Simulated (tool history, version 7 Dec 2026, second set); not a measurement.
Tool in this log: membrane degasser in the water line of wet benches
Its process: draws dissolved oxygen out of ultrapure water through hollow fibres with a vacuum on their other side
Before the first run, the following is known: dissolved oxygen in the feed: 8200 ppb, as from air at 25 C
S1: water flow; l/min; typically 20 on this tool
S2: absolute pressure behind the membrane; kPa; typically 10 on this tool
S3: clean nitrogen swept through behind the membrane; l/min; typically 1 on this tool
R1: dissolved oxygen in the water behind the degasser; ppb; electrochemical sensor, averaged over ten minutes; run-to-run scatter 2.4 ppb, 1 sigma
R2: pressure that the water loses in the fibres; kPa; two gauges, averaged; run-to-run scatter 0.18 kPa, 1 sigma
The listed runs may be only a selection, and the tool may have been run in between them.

Run 1, hour 0: usual settings. Result: R1 306.6 ppb, R2 31.01 kPa.
Run 2, hour 49.4: usual settings. Result: R1 310.4 ppb, R2 30.73 kPa.
Run 3, hour 108.3: usual settings but S2 20.9 kPa. Result: R1 739.4 ppb, R2 30.77 kPa.
Run 4, hour 159.5: usual settings. Result: R1 304.3 ppb, R2 31.1 kPa.
Run 5, hour 238.6: usual settings. Result: R1 307 ppb, R2 30.72 kPa.
Run 6, hour 279.2: usual settings but S3 1.41 l/min. Result: R1 230.1 ppb, R2 30.8 kPa.
Run 7, hour 361.8: usual settings. Result: R1 308.6 ppb, R2 30.99 kPa.
Run 8, hour 408.3: usual settings. Result: R1 308 ppb, R2 30.84 kPa.
Run 9, hour 492: usual settings but S1 17 l/min. Result: R1 261.7 ppb, R2 26.26 kPa.
Run 10, hour 579.4: usual settings but S2 11.5 kPa. Result: R1 365.6 ppb, R2 31.26 kPa.
Run 11, hour 666.5: usual settings but S2 11.5 kPa. Result: R1 366.7 ppb, R2 30.75 kPa.
Run 12, hour 717.8: usual settings but S2 11.5 kPa. Result: R1 372.1 ppb, R2 31.23 kPa.
Run 13, hour 777: usual settings but S2 10.1 kPa. Result: R1 310.7 ppb, R2 31.12 kPa.
Run 14, hour 833: usual settings but S2 7.5 kPa. Result: R1 204.7 ppb, R2 31.03 kPa.
Run 15, hour 875.7: usual settings but S2 7.5 kPa, S3 2.15 l/min. Result: R1 105.9 ppb, R2 31.23 kPa.
Run 16, hour 933.6: usual settings but S2 7.5 kPa, S3 2.15 l/min. Result: R1 107.7 ppb, R2 31.49 kPa.
Run 17, hour 1014.3: usual settings but S1 21 l/min, S3 2.27 l/min. Result: R1 165.2 ppb, R2 32.64 kPa.
Run 18, hour 1080: usual settings but S1 24 l/min, S2 14.1 kPa, S3 1.51 l/min. Result: R1 411.9 ppb, R2 37.1 kPa.
Run 19, hour 1168.9: usual settings but S1 17 l/min, S2 21.4 kPa, S3 1.3 l/min. Result: R1 526.3 ppb, R2 26.32 kPa.
Run 20, hour 1207.6: usual settings but S1 27 l/min, S2 9.1 kPa, S3 1.5 l/min. Result: R1 277.2 ppb, R2 42.08 kPa.
Run 21, hour 1264.6: usual settings but S1 27 l/min, S2 9.1 kPa, S3 1.5 l/min. Result: R1 284.1 ppb, R2 42.47 kPa.
Run 22, hour 1334.3: usual settings but S1 22 l/min, S2 7.6 kPa, S3 0.79 l/min. Result: R1 273.3 ppb, R2 34.33 kPa.
Run 23, hour 1396.5: usual settings but S1 29 l/min, S2 7.6 kPa, S3 0.79 l/min. Result: R1 383.3 ppb, R2 45.13 kPa.
Run 24, hour 1455: usual settings but S1 16 l/min, S2 7.6 kPa, S3 0.79 l/min. Result: R1 196.5 ppb, R2 25.32 kPa.
Run 25, hour 1518.7: usual settings but S1 16 l/min, S2 7.6 kPa, S3 0.79 l/min. Result: R1 198.1 ppb, R2 24.98 kPa.
Run 26, hour 1570.3: usual settings but S1 16 l/min, S2 7.6 kPa, S3 0.79 l/min. Result: R1 200 ppb, R2 25.18 kPa.
Run 27, hour 1658.1: usual settings but S1 16 l/min, S2 7.6 kPa, S3 0.79 l/min. Result: R1 199.8 ppb, R2 25.28 kPa.

Predict the results of run 28:
Run 28, hour 1705.6: usual settings but S1 31 l/min, S2 8 kPa, S3 0.51 l/min. Result: R1 ?, R2 ?.

{"run 28": {"R1": 582.7, "R2": 48.92}}
If the tool had no hidden condition, the same run with the same run-to-run variation would have returned R1 581.2 ppb, R2 47.97 kPa.
